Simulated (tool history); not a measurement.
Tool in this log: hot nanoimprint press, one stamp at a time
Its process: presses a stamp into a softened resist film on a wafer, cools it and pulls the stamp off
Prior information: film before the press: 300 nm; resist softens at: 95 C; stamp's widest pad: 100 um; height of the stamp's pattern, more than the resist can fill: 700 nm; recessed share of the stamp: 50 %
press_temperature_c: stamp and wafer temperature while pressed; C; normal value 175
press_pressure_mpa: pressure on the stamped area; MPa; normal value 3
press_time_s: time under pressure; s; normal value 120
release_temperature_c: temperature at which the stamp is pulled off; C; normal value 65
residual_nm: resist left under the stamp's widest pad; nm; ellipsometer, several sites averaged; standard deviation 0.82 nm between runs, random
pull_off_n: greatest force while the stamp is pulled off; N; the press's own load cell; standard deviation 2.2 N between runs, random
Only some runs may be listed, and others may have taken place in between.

{"run": 1, "hour": 0.0, "press_temperature_c": 175, "press_pressure_mpa": 3, "press_time_s": 120, "release_temperature_c": 65, "residual_nm": 157.7, "pull_off_n": 177}
{"run": 2, "hour": 13.0, "press_temperature_c": 175, "press_pressure_mpa": 3, "press_time_s": 120, "release_temperature_c": 62, "residual_nm": 156.1, "pull_off_n": 185}
{"run": 3, "hour": 27.1, "press_temperature_c": 175, "press_pressure_mpa": 3, "press_time_s": 131, "release_temperature_c": 65, "residual_nm": 151.9, "pull_off_n": 181}
{"hour": 41.9, "done": "stamp cleaned and given a new release coat"}
{"run": 4, "hour": 47.1, "press_temperature_c": 175, "press_pressure_mpa": 3, "press_time_s": 131, "release_temperature_c": 65, "residual_nm": 151.9, "pull_off_n": 102}
{"run": 5, "hour": 55.2, "press_temperature_c": 175, "press_pressure_mpa": 3, "press_time_s": 120, "release_temperature_c": 65, "residual_nm": 158.4, "pull_off_n": 99}
{"run": 6, "hour": 74.2, "press_temperature_c": 175, "press_pressure_mpa": 3, "press_time_s": 120, "release_temperature_c": 65, "residual_nm": 158.1, "pull_off_n": 97}
{"run": 7, "hour": 82.4, "press_temperature_c": 175, "press_pressure_mpa": 3, "press_time_s": 120, "release_temperature_c": 65, "residual_nm": 157.2, "pull_off_n": 99}
{"run": 8, "hour": 98.9, "press_temperature_c": 175, "press_pressure_mpa": 3, "press_time_s": 174, "release_temperature_c": 65, "residual_nm": 138.4, "pull_off_n": 100}
{"run": 9, "hour": 109.8, "press_temperature_c": 175, "press_pressure_mpa": 3, "press_time_s": 174, "release_temperature_c": 65, "residual_nm": 140.4, "pull_off_n": 103}
{"run": 10, "hour": 125.7, "press_temperature_c": 175, "press_pressure_mpa": 3, "press_time_s": 174, "release_temperature_c": 65, "residual_nm": 140.9, "pull_off_n": 106}
{"run": 11, "hour": 142.0, "press_temperature_c": 175, "press_pressure_mpa": 3, "press_time_s": 174, "release_temperature_c": 65, "residual_nm": 139.7, "pull_off_n": 107}
{"run": 12, "hour": 154.1, "press_temperature_c": 183, "press_pressure_mpa": 3, "press_time_s": 174, "release_temperature_c": 65, "residual_nm": 100, "pull_off_n": 110}
{"run": 13, "hour": 163.6, "press_temperature_c": 183, "press_pressure_mpa": 3, "press_time_s": 174, "release_temperature_c": 65, "residual_nm": 99.3, "pull_off_n": 106}
{"run": 14, "hour": 180.6, "press_temperature_c": 183, "press_pressure_mpa": 3, "press_time_s": 174, "release_temperature_c": 65, "residual_nm": 99.9, "pull_off_n": 106}
{"run": 15, "hour": 188.7, "press_temperature_c": 183, "press_pressure_mpa": 3, "press_time_s": 174, "release_temperature_c": 65, "residual_nm": 101.5, "pull_off_n": 108}
{"run": 16, "hour": 207.0, "press_temperature_c": 184, "press_pressure_mpa": 2.12, "press_time_s": 141, "release_temperature_c": 72, "residual_nm": 124.5, "pull_off_n": 105}
{"run": 17, "hour": 217.9, "press_temperature_c": 184, "press_pressure_mpa": 2.12, "press_time_s": 141, "release_temperature_c": 72, "residual_nm": 125.1, "pull_off_n": 102}
{"run": 18, "hour": 229.1, "press_temperature_c": 175, "press_pressure_mpa": 3, "press_time_s": 119, "release_temperature_c": 65, "residual_nm": 161.4, "pull_off_n": 116}
{"run": 19, "hour": 244.3, "press_temperature_c": 175, "press_pressure_mpa": 3, "press_time_s": 119, "release_temperature_c": 65, "residual_nm": 162.7, "pull_off_n": 112}
{"run": 20, "hour": 258.0, "press_temperature_c": 165, "press_pressure_mpa": 4.63, "press_time_s": 135, "release_temperature_c": 56, "residual_nm": 192, "pull_off_n": 123}
{"run": 21, "hour": 271.4, "press_temperature_c": 175, "press_pressure_mpa": 2.29, "press_time_s": 120, "release_temperature_c": 56, "residual_nm": 181.3, "pull_off_n": 129}
{"run": 22, "hour": 289.4, "press_temperature_c": 175, "press_pressure_mpa": 2.29, "press_time_s": 95, "release_temperature_c": 53, "residual_nm": 193.5, "pull_off_n": 124}
{"run": 23, "hour": 304.1, "press_temperature_c": 180, "press_pressure_mpa": 3, "press_time_s": 120, "release_temperature_c": 57, "residual_nm": 133.3, "pull_off_n": 126}
{"run": 24, "hour": 320.0, "press_temperature_c": 177, "press_pressure_mpa": 3, "press_time_s": 77, "release_temperature_c": 65, "residual_nm": 173.5, "pull_off_n": 122}
{"run": 25, "hour": 328.6, "press_temperature_c": 175, "press_pressure_mpa": 3, "press_time_s": 73, "release_temperature_c": 65, "residual_nm": 187.5, "pull_off_n": 124}
{"run": 26, "hour": 340.9, "press_temperature_c": 164, "press_pressure_mpa": 3, "press_time_s": 214, "release_temperature_c": 60, "residual_nm": 207.1, "pull_off_n": 129}
{"run": 27, "hour": 355.8, "press_temperature_c": 171, "press_pressure_mpa": 4.36, "press_time_s": 125, "release_temperature_c": 61, "residual_nm": 160.3, "pull_off_n": 126}
{"run": 28, "hour": 374.8, "press_temperature_c": 171, "press_pressure_mpa": 4.36, "press_time_s": 125, "release_temperature_c": 61, "residual_nm": 160.8, "pull_off_n": 125}
{"run": 29, "hour": 389.3, "press_temperature_c": 171, "press_pressure_mpa": 4.36, "press_time_s": 125, "release_temperature_c": 61, "residual_nm": 160, "pull_off_n": 131}

Subtracting, for every run, the result it would have given without the tool's unlogged condition from the measured result gives the following. The same run-to-run variation enters both numbers; the gauge's scatter may not:
Hidden state at play: true temperature over the reading, C; pressure that arrives at the usual setting, %; grip of the stamp's worn release coat, % over a new coat's; drift of the gauge itself on residual_nm, %; drift of the gauge itself on pull_off_n, %.
run=1 residual_nm=+1.9 pull_off_n=+80
run=2 residual_nm=+2.1 pull_off_n=+84
run=3 residual_nm=+2.3 pull_off_n=+82
run=4 residual_nm=+2.6 pull_off_n=+1
run=5 residual_nm=+2.7 pull_off_n=+1
run=6 residual_nm=+3 pull_off_n=+2
run=7 residual_nm=+3.1 pull_off_n=+3
run=8 residual_nm=+3.2 pull_off_n=+4
run=9 residual_nm=+3.3 pull_off_n=+4
run=10 residual_nm=+3.5 pull_off_n=+6
run=11 residual_nm=+3.7 pull_off_n=+7
run=12 residual_nm=+2.8 pull_off_n=+8
run=13 residual_nm=+2.8 pull_off_n=+8
run=14 residual_nm=+3 pull_off_n=+9
run=15 residual_nm=+3.1 pull_off_n=+10
run=16 residual_nm=+3.9 pull_off_n=+10
run=17 residual_nm=+3.9 pull_off_n=+11
run=18 residual_nm=+5.3 pull_off_n=+13
run=19 residual_nm=+5.5 pull_off_n=+14
run=20 residual_nm=+6.7 pull_off_n=+16
run=21 residual_nm=+6.1 pull_off_n=+17
run=22 residual_nm=+6.2 pull_off_n=+18
run=23 residual_nm=+5.5 pull_off_n=+19
run=24 residual_nm=+6.6 pull_off_n=+20
run=25 residual_nm=+6.9 pull_off_n=+20
run=26 residual_nm=+8 pull_off_n=+21
run=27 residual_nm=+7.6 pull_off_n=+22
run=28 residual_nm=+7.9 pull_off_n=+24
run=29 residual_nm=+8.1 pull_off_n=+25

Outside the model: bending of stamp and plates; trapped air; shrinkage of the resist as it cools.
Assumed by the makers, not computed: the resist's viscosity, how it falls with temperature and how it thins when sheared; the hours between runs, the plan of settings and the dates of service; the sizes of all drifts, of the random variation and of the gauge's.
